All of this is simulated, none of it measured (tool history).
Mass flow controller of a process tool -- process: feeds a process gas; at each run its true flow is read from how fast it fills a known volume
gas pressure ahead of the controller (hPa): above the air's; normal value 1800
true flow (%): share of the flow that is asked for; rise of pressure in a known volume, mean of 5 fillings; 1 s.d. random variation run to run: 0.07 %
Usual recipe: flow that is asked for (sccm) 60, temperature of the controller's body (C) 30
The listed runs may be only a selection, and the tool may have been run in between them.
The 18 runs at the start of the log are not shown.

run    hour  flow that is asked for (sccm)  gas pressure ahead of the controller (hPa)  temperature of the controller's body (C)  hours of work since the controller was set to zero  hours of work since the controller was changed  true flow (%)
 19  4588.6                             60                                        1490                                        30                                                 533                                            8729          99.16
 20  4860.9                             60                                        1800                                        27                                                 694                                            8889          99.14
 21  5040.2                             60                                        1800                                        27                                                 799                                            8995          99.15
 22  5322.2                             60                                        1800                                        27                                                 965                                            9161          99.24
 23  5567.1                             42                                        1800                                        30                                                1110                                            9305          98.35
 24  5764.6                             42                                        1800                                        30                                                1226                                            9421          98.40
 25  5919.4                             42                                        1800                                        30                                                1317                                            9513          98.46
 26  6271.9                             60                                        2490                                        27                                                1525                                            9720          98.49
 27  6442.4                             60                                        2490                                        27                                                1625                                            9821          98.52
 28  6646.4                             87                                        2440                                        30                                                1745                                            9941          99.09
 29  6790.1                             93                                        2440                                        25                                                1830                                           10025          99.55
 30  6997.4                             60                                        2210                                        25                                                1952                                           10147          99.03
 31  7185.0                             13                                        1800                                        30                                                2062                                           10258          97.78
 32  7392.8                             60                                        1760                                        24                                                2185                                           10380          99.34
 33  7548.7                             15                                        1800                                        21                                                2276                                           10472          98.53
 34  7798.1                             15                                        1800                                        21                                                2423                                           10619          98.44
     7876.9  -- controller exchanged for a calibrated one
 35  8097.5                             59                                        1540                                        33                                                 130                                             130          98.89
 36  8299.4                             59                                        1540                                        33                                                 249                                             249          98.86
 37  8510.3                             13                                        1800                                        22                                                 373                                             373          98.41
 38  8784.9                             91                                        2420                                        30                                                 535                                             535          99.15

Run 39, settings as shown, results not yet in. Your forecast:
 39  9095.1                             60                                        1970                                        23                                                 717                                             717              ?

Run 39 produced true flow (%) 99.12.
Had the tool carried no hidden state, the very same run would have given true flow (%) 99.12.
